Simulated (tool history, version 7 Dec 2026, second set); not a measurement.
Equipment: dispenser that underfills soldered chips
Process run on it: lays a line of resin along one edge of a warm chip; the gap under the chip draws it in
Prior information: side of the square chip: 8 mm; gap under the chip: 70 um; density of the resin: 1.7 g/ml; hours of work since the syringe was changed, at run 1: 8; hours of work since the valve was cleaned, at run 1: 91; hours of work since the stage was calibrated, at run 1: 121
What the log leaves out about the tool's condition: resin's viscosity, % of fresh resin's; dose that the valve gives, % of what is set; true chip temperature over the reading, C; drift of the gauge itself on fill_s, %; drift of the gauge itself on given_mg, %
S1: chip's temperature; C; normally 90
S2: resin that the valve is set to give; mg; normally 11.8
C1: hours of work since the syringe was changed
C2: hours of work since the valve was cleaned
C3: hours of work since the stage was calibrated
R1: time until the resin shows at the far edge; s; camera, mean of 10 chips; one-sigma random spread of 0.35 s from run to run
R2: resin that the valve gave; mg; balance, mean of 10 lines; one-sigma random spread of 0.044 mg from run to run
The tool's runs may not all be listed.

run 1 day=0.000 | S1=90 S2=11.8 | C1=8 C2=91 C3=121 | R1=31.9 R2=11.15
-- day=0.246 new syringe of resin
run 2 day=0.300 | S1=90 S2=11.8 | C1=1 C2=96 C3=126 | R1=18.6 R2=11.23
run 3 day=0.762 | S1=76 S2=11.8 | C1=9 C2=103 C3=134 | R1=53.0 R2=11.13
-- day=0.933 new syringe of resin
run 4 day=0.975 | S1=76 S2=11.8 | C1=1 C2=107 C3=137 | R1=28.0 R2=11.10
-- day=1.183 dispensing valve cleaned and set on the balance
run 5 day=1.454 | S1=76 S2=11.8 | C1=8 C2=5 C3=144 | R1=48.5 R2=11.86
-- day=1.654 new syringe of resin
run 6 day=1.892 | S1=92 S2=11.8 | C1=4 C2=12 C3=151 | R1=22.6 R2=11.80
run 7 day=2.133 | S1=90 S2=12.0 | C1=8 C2=16 C3=155 | R1=33.5 R2=11.98
-- day=2.333 new syringe of resin
run 8 day=2.375 | S1=90 S2=12.0 | C1=1 C2=20 C3=159 | R1=18.8 R2=11.92
run 9 day=2.654 | S1=90 S2=12.0 | C1=5 C2=24 C3=164 | R1=26.7 R2=11.88
run 10 day=2.896 | S1=90 S2=12.0 | C1=9 C2=28 C3=168 | R1=37.5 R2=11.90
-- day=3.025 new syringe of resin
run 11 day=3.304 | S1=90 S2=11.8 | C1=5 C2=35 C3=175 | R1=25.0 R2=11.63
-- day=3.708 new syringe of resin
run 12 day=3.792 | S1=90 S2=11.8 | C1=1 C2=43 C3=183 | R1=19.3 R2=11.52
run 13 day=4.146 | S1=90 S2=11.8 | C1=7 C2=49 C3=188 | R1=31.0 R2=11.56
-- day=4.388 new syringe of resin
run 14 day=4.579 | S1=90 S2=11.8 | C1=3 C2=56 C3=195 | R1=22.1 R2=11.53
run 15 day=4.792 | S1=90 S2=11.8 | C1=7 C2=59 C3=199 | R1=29.8 R2=11.44
-- day=5.079 new syringe of resin
run 16 day=5.221 | S1=90 S2=11.8 | C1=2 C2=66 C3=206 | R1=21.4 R2=11.44
run 17 day=5.529 | S1=90 S2=11.8 | C1=7 C2=71 C3=211 | R1=32.3 R2=11.36
-- day=5.771 new syringe of resin
run 18 day=5.938 | S1=90 S2=11.8 | C1=3 C2=78 C3=218 | R1=22.0 R2=11.28
run 19 day=6.233 | S1=104 S2=11.1 | C1=8 C2=83 C3=223 | R1=22.3 R2=10.62
-- day=6.479 new syringe of resin
run 20 day=6.483 | S1=91 S2=15.0 | C1=0 C2=87 C3=227 | R1=16.8 R2=14.30
run 21 day=6.779 | S1=90 S2=11.6 | C1=5 C2=92 C3=232 | R1=26.4 R2=11.10
-- day=7.192 new syringe of resin
run 22 day=7.212 | S1=94 S2=12.2 | C1=0 C2=99 C3=239 | R1=15.7 R2=11.52
run 23 day=7.500 | S1=97 S2=14.8 | C1=5 C2=104 C3=244 | R1=21.1 R2=13.97
-- day=7.892 dispensing valve cleaned and set on the balance
-- day=7.925 new syringe of resin
run 24 day=7.983 | S1=90 S2=12.8 | C1=1 C2=1 C3=251 | R1=18.7 R2=12.82
run 25 day=8.204 | S1=93 S2=12.9 | C1=5 C2=5 C3=254 | R1=22.7 R2=12.85
run 26 day=8.521 | S1=76 S2=10.3 | C1=10 C2=10 C3=260 | R1=58.2 R2=10.25
-- day=8.625 new syringe of resin
run 27 day=8.871 | S1=76 S2=10.3 | C1=4 C2=16 C3=265 | R1=36.9 R2=10.19
run 28 day=9.250 | S1=96 S2=12.7 | C1=11 C2=22 C3=272 | R1=35.0 R2=12.58
-- day=9.325 new syringe of resin
run 29 day=9.654 | S1=97 S2=14.1 | C1=6 C2=29 C3=278 | R1=22.7 R2=13.85
-- day=10.021 new syringe of resin
run 30 day=10.129 | S1=82 S2=11.7 | C1=2 C2=37 C3=286 | R1=24.8 R2=11.54
run 31 day=10.471 | S1=78 S2=12.7 | C1=7 C2=42 C3=292 | R1=43.6 R2=12.42
run 32 day=10.662 | S1=78 S2=12.7 | C1=11 C2=46 C3=295 | R1=56.6 R2=12.42
-- day=10.704 new syringe of resin
run 33 day=11.129 | S1=78 S2=12.7 | C1=7 C2=53 C3=302 | R1=43.0 R2=12.30
run 34 day=11.354 | S1=89 S2=11.2 | C1=11 C2=57 C3=306 | R1=42.5 R2=10.81
-- day=11.408 new syringe of resin
run 35 day=11.562 | S1=102 S2=10.5 | C1=3 C2=60 C3=310 | R1=16.1 R2=10.21

3 ways to go on from here, each from the tool as it stands after run 35. What would each give?
run A day=11.842 | S1=82 S2=15.1 | C1=7 C2=65 C3=314 | R1=? R2=?
run B day=11.842 | S1=102 S2=10.2 | C1=7 C2=65 C3=314 | R1=? R2=?
run C day=11.842 | S1=94 S2=13.9 | C1=7 C2=65 C3=314 | R1=? R2=?

run=A R1=37.5 R2=14.58
run=B R1=23.1 R2=9.87
run=C R1=27.3 R2=13.43
Stripped of hidden state, with their random variation kept, the same runs would have yielded:
run=A R1=21.5 R2=15.10
run=B R1=13.0 R2=10.22
run=C R1=15.5 R2=13.91

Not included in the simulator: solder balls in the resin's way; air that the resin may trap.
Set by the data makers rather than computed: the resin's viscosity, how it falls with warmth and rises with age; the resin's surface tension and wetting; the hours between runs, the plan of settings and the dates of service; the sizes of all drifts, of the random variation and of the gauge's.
